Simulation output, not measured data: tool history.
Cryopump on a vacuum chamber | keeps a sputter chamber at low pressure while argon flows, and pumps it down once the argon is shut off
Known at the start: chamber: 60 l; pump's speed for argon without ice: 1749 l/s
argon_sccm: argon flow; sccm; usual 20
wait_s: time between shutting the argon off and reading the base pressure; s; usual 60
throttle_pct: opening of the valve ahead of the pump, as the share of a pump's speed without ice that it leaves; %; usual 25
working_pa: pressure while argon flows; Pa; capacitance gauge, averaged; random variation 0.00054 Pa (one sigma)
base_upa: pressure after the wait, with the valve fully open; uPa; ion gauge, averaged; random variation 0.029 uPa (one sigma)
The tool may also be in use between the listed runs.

run	day	argon_sccm	wait_s	throttle_pct	working_pa	base_upa
1	0.000	20	60	25	0.0787	1.58
2	0.904	10	60	25	0.0390	1.59
3	1.583	10	60	25	0.0388	1.66
4	2.429	20	60	25	0.0779	1.63
5	3.775	37	60	25	0.1450	1.66
6	4.604	37	60	25	0.1443	1.64
7	5.608	20	60	25	0.0774	1.67
8	6.638	20	60	25	0.0793	1.66
9	7.383	20	25	25	0.0779	3.27
10	8.675	20	60	25	0.0775	1.66
11	10.112	9	24	25	0.0353	3.55
12	11.300	16	232	25	0.0628	0.82
13	12.933	16	232	25	0.0635	0.78
14	14.333	18	60	17	0.1039	1.70
15	15.071	10	161	34	0.0289	0.93
16	16.708	14	31	27	0.0514	2.78
17	17.921	14	31	27	0.0524	2.92
18	19.512	14	31	27	0.0505	2.89
19	20.921	14	31	27	0.0519	2.87
20	22.454	14	31	27	0.0503	2.88

5 ways to go on from here, each from the tool as it stands after run 20. What would each give?
A	23.954	14	31	56	?	?
B	23.954	16	21	27	?	?
C	23.954	23	244	32	?	?
D	23.954	25	60	25	?	?
E	23.954	20	249	25	?	?

run	working_pa	base_upa
A	0.0261	2.91
B	0.0587	3.98
C	0.0719	0.87
D	0.1001	1.76
E	0.0801	0.86
Without the tool's hidden state the same runs would have given:
run	working_pa	base_upa
A	0.0245	2.53
B	0.0569	3.61
C	0.0692	0.50
D	0.0972	1.39
E	0.0777	0.48
